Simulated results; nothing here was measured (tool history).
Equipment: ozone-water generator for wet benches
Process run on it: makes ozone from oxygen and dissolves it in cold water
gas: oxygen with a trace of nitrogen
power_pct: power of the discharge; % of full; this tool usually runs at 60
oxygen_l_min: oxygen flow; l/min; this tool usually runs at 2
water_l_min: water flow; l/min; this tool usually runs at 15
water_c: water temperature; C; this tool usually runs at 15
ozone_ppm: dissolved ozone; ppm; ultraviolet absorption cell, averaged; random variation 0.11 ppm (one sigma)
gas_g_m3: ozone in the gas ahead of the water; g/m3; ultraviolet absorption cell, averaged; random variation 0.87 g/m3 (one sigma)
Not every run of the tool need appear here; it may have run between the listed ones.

Run 1, hour 0: usual settings. Result: ozone_ppm 7.6 ppm, gas_g_m3 141 g/m3.
Run 2, hour 83.5: usual settings. Result: ozone_ppm 7.5 ppm, gas_g_m3 139.2 g/m3.
Run 3, hour 154.2: usual settings. Result: ozone_ppm 7.3 ppm, gas_g_m3 140.1 g/m3.
Run 4, hour 218.2: usual settings. Result: ozone_ppm 7.6 ppm, gas_g_m3 139.8 g/m3.
Run 5, hour 262.7: usual settings. Result: ozone_ppm 7.5 ppm, gas_g_m3 140 g/m3.
Run 6, hour 343.1: usual settings. Result: ozone_ppm 7.3 ppm, gas_g_m3 137.6 g/m3.
Run 7, hour 385.7: usual settings but oxygen_l_min 1.05 l/min. Result: ozone_ppm 6.2 ppm, gas_g_m3 186.3 g/m3.
Run 8, hour 461.8: usual settings but power_pct 52 % of full, oxygen_l_min 1.05 l/min. Result: ozone_ppm 5.2 ppm, gas_g_m3 164.5 g/m3.
Run 9, hour 500.7: usual settings. Result: ozone_ppm 7.3 ppm, gas_g_m3 140.1 g/m3.
Run 10, hour 587.2: usual settings. Result: ozone_ppm 7.5 ppm, gas_g_m3 139 g/m3.
Run 11, hour 629.7: usual settings but power_pct 72 % of full. Result: ozone_ppm 8.8 ppm, gas_g_m3 164.1 g/m3.
Run 12, hour 676.6: usual settings but water_l_min 9 l/min. Result: ozone_ppm 13.1 ppm, gas_g_m3 138.4 g/m3.
Run 13, hour 727: usual settings but power_pct 77 % of full. Result: ozone_ppm 9.2 ppm, gas_g_m3 172.5 g/m3.
Run 14, hour 799.9: usual settings but power_pct 77 % of full, water_l_min 9 l/min. Result: ozone_ppm 16.3 ppm, gas_g_m3 173 g/m3.
Run 15, hour 875.2: usual settings. Result: ozone_ppm 7.2 ppm, gas_g_m3 139.3 g/m3.
At hour 881.4: water thermometer calibrated.
Run 16, hour 946.8: usual settings. Result: ozone_ppm 7.3 ppm, gas_g_m3 138.3 g/m3.
Run 17, hour 1035: usual settings but oxygen_l_min 1.79 l/min, water_c 22 C. Result: ozone_ppm 6.7 ppm, gas_g_m3 147.7 g/m3.
Run 18, hour 1075.2: usual settings but oxygen_l_min 1.79 l/min, water_l_min 21 l/min, water_c 22 C. Result: ozone_ppm 4.5 ppm, gas_g_m3 145.2 g/m3.
Run 19, hour 1131.2: usual settings but oxygen_l_min 1.69 l/min, water_l_min 23 l/min, water_c 22 C. Result: ozone_ppm 3.9 ppm, gas_g_m3 150.8 g/m3.
Run 20, hour 1217.1: usual settings but oxygen_l_min 1.69 l/min, water_l_min 23 l/min, water_c 22 C. Result: ozone_ppm 3.8 ppm, gas_g_m3 148.9 g/m3.
Run 21, hour 1257.8: usual settings but oxygen_l_min 2.41 l/min, water_l_min 23 l/min, water_c 12 C. Result: ozone_ppm 4.7 ppm, gas_g_m3 126.5 g/m3.
At hour 1302.7: water thermometer calibrated, once more.
Run 22, hour 1335.8: usual settings but power_pct 79 % of full, oxygen_l_min 1.68 l/min, water_l_min 12 l/min, water_c 12 C. Result: ozone_ppm 12.1 ppm, gas_g_m3 189.6 g/m3.
Run 23, hour 1376.5: usual settings but power_pct 79 % of full, oxygen_l_min 1.68 l/min, water_l_min 12 l/min, water_c 12 C. Result: ozone_ppm 11.9 ppm, gas_g_m3 191.4 g/m3.
Run 24, hour 1427.1: usual settings but water_l_min 17 l/min, water_c 8 C. Result: ozone_ppm 6.7 ppm, gas_g_m3 138.1 g/m3.
Run 25, hour 1474.8: usual settings but power_pct 52 % of full, water_c 18 C. Result: ozone_ppm 6.5 ppm, gas_g_m3 121.7 g/m3.
Run 26, hour 1557.6: usual settings but power_pct 52 % of full, water_l_min 16 l/min, water_c 18 C. Result: ozone_ppm 5.6 ppm, gas_g_m3 123.3 g/m3.
Run 27, hour 1617.8: usual settings but power_pct 57 % of full, water_l_min 16 l/min, water_c 18 C. Result: ozone_ppm 6.3 ppm, gas_g_m3 131.9 g/m3.
Run 28, hour 1659.3: usual settings but oxygen_l_min 3.51 l/min, water_l_min 16 l/min, water_c 20 C. Result: ozone_ppm 7.1 ppm, gas_g_m3 106 g/m3.
Run 29, hour 1717.4: usual settings but power_pct 74 % of full, oxygen_l_min 1.36 l/min. Result: ozone_ppm 7.8 ppm, gas_g_m3 195.7 g/m3.
Run 30, hour 1795.9: usual settings but oxygen_l_min 2.39 l/min. Result: ozone_ppm 7.6 ppm, gas_g_m3 128.4 g/m3.
Run 31, hour 1885.4: usual settings but oxygen_l_min 2.39 l/min. Result: ozone_ppm 7.6 ppm, gas_g_m3 127.4 g/m3.

4 ways to go on from here, each from the tool as it stands after run 31. What would each give?
Run A, hour 1951.9: usual settings but power_pct 87 % of full, oxygen_l_min 2.39 l/min, water_c 8 C. Result: ozone_ppm ?, gas_g_m3 ?.
Run B, hour 1951.9: usual settings but oxygen_l_min 1.95 l/min. Result: ozone_ppm ?, gas_g_m3 ?.
Run C, hour 1951.9: usual settings but oxygen_l_min 1.86 l/min, water_l_min 14 l/min, water_c 22 C. Result: ozone_ppm ?, gas_g_m3 ?.
Run D, hour 1951.9: usual settings but oxygen_l_min 2.39 l/min. Result: ozone_ppm ?, gas_g_m3 ?.

run  ozone_ppm  gas_g_m3
  A       11.1     175.7
  B        7.3     139.1
  C        7.5     141.4
  D        7.6     127.6
Had the tool no hidden state, the same runs would have come out as:
run  ozone_ppm  gas_g_m3
  A       11.7     182.1
  B        7.7     142.8
  C        7.8     145.3
  D        7.9       131
